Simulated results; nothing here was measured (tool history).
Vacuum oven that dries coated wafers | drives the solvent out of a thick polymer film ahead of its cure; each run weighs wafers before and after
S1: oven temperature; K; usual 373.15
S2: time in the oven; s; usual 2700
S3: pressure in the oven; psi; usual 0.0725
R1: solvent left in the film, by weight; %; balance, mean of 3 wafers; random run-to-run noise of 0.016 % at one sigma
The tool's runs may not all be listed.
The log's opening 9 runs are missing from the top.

Run 10, day 4.979: usual settings. Result: R1 1.93 %.
Run 11, day 5.612: usual settings. Result: R1 1.93 %.
Run 12, day 6.296: usual settings but S1 382.15 K. Result: R1 0.62 %.
Run 13, day 6.646: usual settings but S1 382.15 K. Result: R1 0.66 %.
Run 14, day 7.271: usual settings but S1 382.15 K. Result: R1 0.66 %.
Run 15, day 7.862: usual settings. Result: R1 1.90 %.
Run 16, day 8.204: usual settings. Result: R1 1.95 %.
Run 17, day 8.775: usual settings but S2 1800 s, S3 0.1214 psi. Result: R1 3.68 %.
Run 18, day 9.258: usual settings but S1 379.15 K, S2 1440 s, S3 0.1414 psi. Result: R1 3.24 %.
Run 19, day 9.954: usual settings but S1 361.15 K, S2 2460 s, S3 0.0656 psi. Result: R1 5.25 %.
Run 20, day 10.612: usual settings but S3 0.2345 psi. Result: R1 2.22 %.
Run 21, day 11.325: usual settings but S3 0.2345 psi. Result: R1 2.23 %.
Run 22, day 11.900: usual settings but S3 0.2345 psi. Result: R1 2.20 %.
Run 23, day 12.542: usual settings but S3 0.2345 psi. Result: R1 2.23 %.
Run 24, day 13.171: usual settings but S3 0.2345 psi. Result: R1 2.20 %.
Run 25, day 13.625: usual settings but S3 0.2345 psi. Result: R1 2.21 %.
Run 26, day 14.112: usual settings but S3 0.2283 psi. Result: R1 2.20 %.
Run 27, day 14.408: usual settings but S3 0.2283 psi. Result: R1 2.21 %.
Run 28, day 15.071: usual settings but S3 0.2283 psi. Result: R1 2.22 %.
Run 29, day 15.788: usual settings but S3 0.2283 psi. Result: R1 2.20 %.
Run 30, day 16.262: usual settings but S2 2460 s. Result: R1 2.26 %.
Run 31, day 16.558: usual settings but S2 4680 s, S3 0.0477 psi. Result: R1 0.47 %.

Each row is a separate what-if for the run after 31, all from the same tool condition, not one after another. Results?
Run A, day 17.058: usual settings but S2 4680 s, S3 0.1565 psi. Result: R1 ?.
Run B, day 17.058: usual settings but S1 363.15 K, S2 1560 s, S3 0.0384 psi. Result: R1 ?.
Run C, day 17.058: usual settings but S2 4680 s, S3 0.2178 psi. Result: R1 ?.
Run D, day 17.058: usual settings but S1 371.15 K, S2 4680 s, S3 0.0477 psi. Result: R1 ?.
Run E, day 17.058: usual settings but S1 383.15 K, S2 2580 s. Result: R1 ?.

run    R1
  A  0.73
  B  6.78
  C  0.86
  D  0.70
  E  0.64
What these runs would have given with no unlogged condition in the tool:
run    R1
  A  0.73
  B  6.79
  C  0.86
  D  0.71
  E  0.65

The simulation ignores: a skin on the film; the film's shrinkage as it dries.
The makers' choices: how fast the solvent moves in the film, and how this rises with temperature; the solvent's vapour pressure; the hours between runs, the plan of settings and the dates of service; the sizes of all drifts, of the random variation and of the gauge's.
